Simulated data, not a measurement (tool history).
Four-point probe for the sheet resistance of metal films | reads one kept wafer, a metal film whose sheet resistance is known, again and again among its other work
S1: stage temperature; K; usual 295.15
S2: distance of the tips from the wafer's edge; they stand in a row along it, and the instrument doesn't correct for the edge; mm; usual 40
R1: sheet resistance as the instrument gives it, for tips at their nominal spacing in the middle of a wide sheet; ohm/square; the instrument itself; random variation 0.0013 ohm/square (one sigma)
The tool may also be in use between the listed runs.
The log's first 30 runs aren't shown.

{"run": 31, "hour": 1435.2, "S1": 302.15, "S2": 4, "R1": 6.991349}
{"run": 32, "hour": 1483.9, "S1": 292.15, "S2": 37, "R1": 6.642927}
{"run": 33, "hour": 1531.1, "S1": 292.15, "S2": 22, "R1": 6.653604}
{"run": 34, "hour": 1567.7, "S1": 292.15, "S2": 74, "R1": 6.642159}
{"run": 35, "hour": 1601.9, "S1": 295.15, "S2": 60, "R1": 6.642802}
{"hour": 1619.6, "done": "stage's thermometer calibrated"}
{"run": 36, "hour": 1641.9, "S1": 299.15, "S2": 35, "R1": 6.65175}
{"hour": 1677.2, "done": "new probe head fitted"}
{"run": 37, "hour": 1677.2, "S1": 294.15, "S2": 19, "R1": 6.654689}
{"run": 38, "hour": 1721.6, "S1": 294.15, "S2": 19, "R1": 6.658151}
{"run": 39, "hour": 1775.0, "S1": 296.15, "S2": 3, "R1": 7.224281}
{"run": 40, "hour": 1825.1, "S1": 292.15, "S2": 13, "R1": 6.67575}
{"run": 41, "hour": 1873.1, "S1": 292.15, "S2": 13, "R1": 6.67115}
{"run": 42, "hour": 1928.4, "S1": 303.15, "S2": 19, "R1": 6.665796}
{"run": 43, "hour": 1992.3, "S1": 298.15, "S2": 3, "R1": 7.225403}
{"run": 44, "hour": 2028.0, "S1": 303.15, "S2": 33, "R1": 6.652016}
{"run": 45, "hour": 2091.9, "S1": 308.15, "S2": 72, "R1": 6.652386}
{"run": 46, "hour": 2160.4, "S1": 295.15, "S2": 57, "R1": 6.643825}

Forecast each of these 3 alternatives for the next run:
{"run": "A", "hour": 2225.3, "S1": 294.15, "S2": 67, "R1": "?"}
{"run": "B", "hour": 2225.3, "S1": 302.15, "S2": 17, "R1": "?"}
{"run": "C", "hour": 2225.3, "S1": 302.15, "S2": 40, "R1": "?"}

run=A R1=6.641313
run=B R1=6.668223
run=C R1=6.649868
Without the tool's hidden state the same runs would have given:
run=A R1=6.642188
run=B R1=6.669102
run=C R1=6.650745
